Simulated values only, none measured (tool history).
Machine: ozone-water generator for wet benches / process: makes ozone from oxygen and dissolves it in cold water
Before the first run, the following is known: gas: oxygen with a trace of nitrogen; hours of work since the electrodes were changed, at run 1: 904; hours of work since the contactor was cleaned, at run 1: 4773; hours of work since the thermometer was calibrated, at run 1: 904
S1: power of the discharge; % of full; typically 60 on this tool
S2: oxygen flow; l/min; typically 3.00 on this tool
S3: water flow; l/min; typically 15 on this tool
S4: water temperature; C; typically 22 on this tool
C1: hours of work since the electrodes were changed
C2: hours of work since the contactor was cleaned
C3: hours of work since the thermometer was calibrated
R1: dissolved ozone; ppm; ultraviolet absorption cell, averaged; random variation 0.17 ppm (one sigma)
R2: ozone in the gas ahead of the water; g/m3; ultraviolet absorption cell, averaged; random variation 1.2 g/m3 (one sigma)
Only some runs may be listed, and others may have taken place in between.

run	hour	S1	S2	S3	S4	C1	C2	C3	R1	R2
1	0.0	60	3.00	15	22	904	4773	904	21.5	223.0
2	143.6	60	3.00	15	22	1044	4913	1044	21.1	221.6
3	236.1	60	3.00	15	22	1134	5003	1134	21.2	218.7
4	367.2	60	3.00	15	22	1262	5132	1262	21.2	222.2
5	501.5	60	3.00	15	14	1394	5263	1394	22.9	219.5
6	653.5	60	3.00	17	22	1542	5411	1542	19.2	219.4
7	725.2	60	3.00	17	22	1612	5482	1612	18.8	217.0
8	802.2	98	2.21	17	15	1688	5557	1688	28.6	381.3
# hour 811.1: water thermometer calibrated
9	878.9	98	2.21	21	21	1762	5631	66	22.5	377.1
10	1034.4	98	2.21	21	21	1914	5783	218	22.5	378.2
11	1169.4	46	3.00	14	16	2046	5915	350	18.3	170.1
# hour 1178.6: water thermometer calibrated, once more
12	1270.8	46	2.29	10	27	2145	6014	90	18.7	186.0
13	1432.9	60	3.00	20	22	2303	6172	249	16.2	217.9

What if the next run were any one of these 5? Each begins from the tool's condition after run 13:
A	1587.7	60	1.76	20	16	2455	6324	400	?	?
B	1587.7	80	3.00	9	29	2455	6324	400	?	?
C	1587.7	60	3.00	18	22	2455	6324	400	?	?
D	1587.7	79	3.00	15	22	2455	6324	400	?	?
E	1587.7	54	2.05	20	17	2455	6324	400	?	?

run	R1	R2
A	13.9	255.8
B	33.3	283.2
C	17.5	218.2
D	26.5	282.4
E	13.4	223.1
With no hidden state in the tool, these same runs would have given:
run	R1	R2
A	15.2	263.6
B	36.0	294.4
C	19.2	224.8
D	29.0	293.4
E	14.6	229.0
